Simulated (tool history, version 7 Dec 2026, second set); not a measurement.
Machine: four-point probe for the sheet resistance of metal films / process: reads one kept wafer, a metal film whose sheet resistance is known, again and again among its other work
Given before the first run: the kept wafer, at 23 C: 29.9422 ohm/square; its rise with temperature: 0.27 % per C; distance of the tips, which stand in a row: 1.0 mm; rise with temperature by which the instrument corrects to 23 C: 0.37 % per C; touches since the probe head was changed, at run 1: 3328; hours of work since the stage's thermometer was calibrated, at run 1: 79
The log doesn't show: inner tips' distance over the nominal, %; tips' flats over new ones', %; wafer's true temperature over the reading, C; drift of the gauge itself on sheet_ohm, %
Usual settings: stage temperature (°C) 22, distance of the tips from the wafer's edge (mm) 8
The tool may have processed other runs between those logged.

run	day	stage temperature (°C)	distance of the tips from the wafer's edge (mm)	touches since the probe head was changed	hours of work since the stage's thermometer was calibrated	sheet resistance as the instrument gives it (ohm/square)
1	0.000	22	8	3328	79	30.219768
2	1.092	22	8	4671	99	30.222988
3	2.433	22	8	6318	123	30.220957
4	3.029	22	8	7051	133	30.220341
5	3.688	22	8	7862	145	30.225024
6	4.658	22	8	9056	162	30.215330
7	5.388	22	8	9954	175	30.226458
8	5.979	22	8	10682	186	30.224777
9	6.858	26	8	11765	202	30.098348
10	8.250	26	8	13475	226	30.111352
11	8.988	22	8	14380	239	30.224902
12	10.062	22	8	15706	259	30.229678
13	11.162	22	8	17058	278	30.222056
14	12.571	28	8	18789	303	30.038164
15	13.729	19	71	20214	324	30.051923
16	14.829	23	4	21570	344	30.910279
17	15.667	19	26	22598	358	30.082368
18	16.946	25	10	24171	381	30.032943
19	17.604	24	30	24979	393	29.925227
20	18.267	24	30	25797	405	29.928313
21	18.888	24	30	26558	416	29.933698
22	19.904	24	3	27810	434	31.593545
23	20.867	25	11	28994	451	30.012633
24	22.242	35	18	30684	475	29.649980
25	23.271	35	18	31949	494	29.658290

Run 26 is up next; what results do you expect?
26	23.883	35	18	32706	505	?

{"run 26": {"sheet resistance as the instrument gives it (ohm/square)": 29.654136}}
With no hidden state in the tool, this same run would have given sheet resistance as the instrument gives it (ohm/square) 29.655239.
